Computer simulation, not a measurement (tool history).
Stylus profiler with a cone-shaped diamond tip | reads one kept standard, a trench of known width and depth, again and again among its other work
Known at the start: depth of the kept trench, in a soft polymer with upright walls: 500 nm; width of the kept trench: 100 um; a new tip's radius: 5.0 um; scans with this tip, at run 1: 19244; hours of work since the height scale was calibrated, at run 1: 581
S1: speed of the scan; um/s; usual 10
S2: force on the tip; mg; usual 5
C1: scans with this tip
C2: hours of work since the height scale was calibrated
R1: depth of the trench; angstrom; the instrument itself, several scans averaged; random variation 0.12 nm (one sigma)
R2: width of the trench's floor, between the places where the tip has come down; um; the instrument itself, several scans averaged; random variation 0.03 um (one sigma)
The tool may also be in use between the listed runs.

run    hour  S1     S2     C1    C2      R1     R2
  1       0  10      5  19244   581  5075.9  93.68
  2    50.2  30      5  19535   608  5075.9  93.61
  3   141.8  30   2.02  20066   658  5047.2  93.47
  4   189.2  30   2.02  20341   683  5046.8  93.46
  5   252.7  30   2.63  20709   718  5053.7  93.49
  6   362.3  30   2.63  21345   777  5053.5  93.44
  7   442.3  10   6.14  21808   820  5089.6  93.47
  8   506.3  10   6.14  22179   855  5088.4  93.44
  9   600.7  10   6.14  22727   906  5089.4  93.43
 10   679.3  18      5  23183   948  5082.6  93.39
 11   736.5  18      5  23514   979  5083.5  93.29
 12   783.7  10      5  23788  1005  5078.4  93.33
 13   856.1  30      5  24207  1044    5082  93.17
 14   949.1  30      5  24747  1094  5080.5  93.15
 15  1019.2  30      5  25153  1132  5083.4  93.15
     1097.2  -- height scale calibrated on a step standard
 16  1110.8   9      5  25682     7  5067.1  93.24
 17  1161.4   5      5  25975    35  5068.3  93.22
     1221.8  -- new tip fitted, height scale calibrated
 18    1276  32      5    315    29  5069.2  95.57
 19  1358.7  32      5    794    74  5070.5  95.42
 20  1415.5  10      5   1123   105  5071.9  95.46
 21  1471.2  10      5   1446   135  5073.2  95.48
 22  1559.9  10   3.64   1961   183  5059.5  95.36
 23  1659.5  10   3.64   2538   236  5060.3  95.36
 24  1750.8   3   3.83   3068   286  5060.5  95.26
 25  1818.5   3   3.83   3460   322  5062.3  95.29
 26  1889.8   2   3.38   3873   361  5060.5   95.2
 27  1964.1   5   4.45   4304   401  5070.5  95.15
 28  2049.6  10   2.76   4800   447  5053.4  95.07
 29  2133.7   9   12.6   5287   493  5136.6  95.03
 30  2196.9   9   12.6   5654   527  5136.7  95.01
 31  2298.3   9  10.53   6242   581  5123.4  94.92
 32  2387.9  27   4.44   6761   630  5072.3  94.75
 33  2452.4  27   4.44   7135   665  5075.2  94.76
 34  2515.4  27   4.44   7500   699  5073.7  94.69
 35  2608.3   9   5.58   8039   749  5088.2  94.72
 36  2720.5   9   5.58   8690   810  5086.2   94.7
 37  2797.8   9   5.58   9138   851  5086.4  94.65
 38  2845.9  19   8.99   9417   877  5115.6  94.58
 39  2905.8   9   2.81   9764   910  5059.9  94.61
 40  2970.3  39   1.97  10138   944  5050.1  94.34
 41  3049.7  39   1.97  10599   987  5051.2  94.31
 42  3143.2   4  11.22  11140  1038  5135.9  94.46
 43  3219.1   7  10.24  11580  1079  5128.9  94.51
 44  3268.3  40   3.79  11866  1105  5075.2  94.25
 45  3315.7  40   3.79  12141  1131  5073.6  94.22

4 ways to go on from here, each from the tool as it stands after run 45. What would each give?
     3399.1  -- height scale calibrated on a step standard
  A  3417.1   5  7.54  12726  10   ?   ?
     3399.1  -- height scale calibrated on a step standard
  B  3417.1  13  3.15  12726  10   ?   ?
     3399.1  -- height scale calibrated on a step standard
  C  3417.1   2  3.87  12726  10   ?   ?
     3399.1  -- height scale calibrated on a step standard
  D  3417.1  14  3.23  12726  10   ?   ?

run      R1     R2
  A  5089.9  94.31
  B  5051.2  94.31
  C  5057.7  94.33
  D  5050.6  94.29
Without the tool's hidden state the same runs would have given:
run      R1     R2
  A  5091.4  95.63
  B  5052.7  95.63
  C  5059.2  95.65
  D  5052.1  95.61
